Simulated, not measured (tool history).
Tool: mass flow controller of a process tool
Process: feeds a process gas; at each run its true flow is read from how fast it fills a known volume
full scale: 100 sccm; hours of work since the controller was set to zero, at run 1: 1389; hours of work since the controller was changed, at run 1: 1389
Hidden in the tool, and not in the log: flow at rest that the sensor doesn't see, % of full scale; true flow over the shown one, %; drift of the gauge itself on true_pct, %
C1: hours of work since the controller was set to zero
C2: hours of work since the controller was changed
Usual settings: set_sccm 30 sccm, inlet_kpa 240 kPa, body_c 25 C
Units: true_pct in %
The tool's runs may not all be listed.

{"run": 1, "hour": 0.0, "set_sccm": 30, "inlet_kpa": 240, "body_c": 25, "C1": 1389, "C2": 1389, "true_pct": 97.56}
{"run": 2, "hour": 36.7, "set_sccm": 30, "inlet_kpa": 240, "body_c": 25, "C1": 1413, "C2": 1413, "true_pct": 97.56}
{"run": 3, "hour": 89.8, "set_sccm": 30, "inlet_kpa": 240, "body_c": 25, "C1": 1449, "C2": 1449, "true_pct": 97.72}
{"run": 4, "hour": 152.2, "set_sccm": 30, "inlet_kpa": 240, "body_c": 25, "C1": 1490, "C2": 1490, "true_pct": 97.67}
{"run": 5, "hour": 198.8, "set_sccm": 31, "inlet_kpa": 240, "body_c": 25, "C1": 1521, "C2": 1521, "true_pct": 97.63}
{"run": 6, "hour": 270.3, "set_sccm": 30, "inlet_kpa": 240, "body_c": 25, "C1": 1568, "C2": 1568, "true_pct": 97.69}
{"run": 7, "hour": 334.4, "set_sccm": 30, "inlet_kpa": 240, "body_c": 25, "C1": 1610, "C2": 1610, "true_pct": 97.61}
{"run": 8, "hour": 378.5, "set_sccm": 30, "inlet_kpa": 240, "body_c": 37, "C1": 1639, "C2": 1639, "true_pct": 97.85}
{"run": 9, "hour": 435.0, "set_sccm": 30, "inlet_kpa": 240, "body_c": 37, "C1": 1677, "C2": 1677, "true_pct": 97.83}
{"run": 10, "hour": 492.1, "set_sccm": 26, "inlet_kpa": 240, "body_c": 37, "C1": 1714, "C2": 1714, "true_pct": 97.76}
{"run": 11, "hour": 543.8, "set_sccm": 26, "inlet_kpa": 240, "body_c": 37, "C1": 1749, "C2": 1749, "true_pct": 97.79}
{"run": 12, "hour": 575.9, "set_sccm": 30, "inlet_kpa": 210, "body_c": 25, "C1": 1770, "C2": 1770, "true_pct": 97.8}
{"run": 13, "hour": 625.5, "set_sccm": 30, "inlet_kpa": 210, "body_c": 25, "C1": 1803, "C2": 1803, "true_pct": 97.88}
{"run": 14, "hour": 675.9, "set_sccm": 30, "inlet_kpa": 176, "body_c": 28, "C1": 1836, "C2": 1836, "true_pct": 98.13}
{"run": 15, "hour": 736.1, "set_sccm": 47, "inlet_kpa": 240, "body_c": 25, "C1": 1876, "C2": 1876, "true_pct": 98.41}
{"run": 16, "hour": 790.4, "set_sccm": 70, "inlet_kpa": 240, "body_c": 27, "C1": 1911, "C2": 1911, "true_pct": 99.18}
{"run": 17, "hour": 827.5, "set_sccm": 70, "inlet_kpa": 240, "body_c": 27, "C1": 1936, "C2": 1936, "true_pct": 99.25}
{"run": 18, "hour": 887.4, "set_sccm": 28, "inlet_kpa": 195, "body_c": 27, "C1": 1976, "C2": 1976, "true_pct": 97.88}
{"run": 19, "hour": 960.4, "set_sccm": 11, "inlet_kpa": 156, "body_c": 25, "C1": 2024, "C2": 2024, "true_pct": 96.59}
{"run": 20, "hour": 1016.0, "set_sccm": 11, "inlet_kpa": 156, "body_c": 25, "C1": 2060, "C2": 2060, "true_pct": 96.49}
{"run": 21, "hour": 1093.3, "set_sccm": 11, "inlet_kpa": 156, "body_c": 25, "C1": 2112, "C2": 2112, "true_pct": 96.44}
{"run": 22, "hour": 1130.7, "set_sccm": 75, "inlet_kpa": 200, "body_c": 25, "C1": 2136, "C2": 2136, "true_pct": 99.78}
{"run": 23, "hour": 1202.2, "set_sccm": 75, "inlet_kpa": 200, "body_c": 25, "C1": 2184, "C2": 2184, "true_pct": 99.57}

Run 24 comes next. What will it give?
{"run": 24, "hour": 1237.5, "set_sccm": 75, "inlet_kpa": 200, "body_c": 25, "C1": 2207, "C2": 2207, "true_pct": "?"}

Run 24 gave true_pct 99.61 %.
Without the tool's hidden state the same run would have given true_pct 99.26 %.
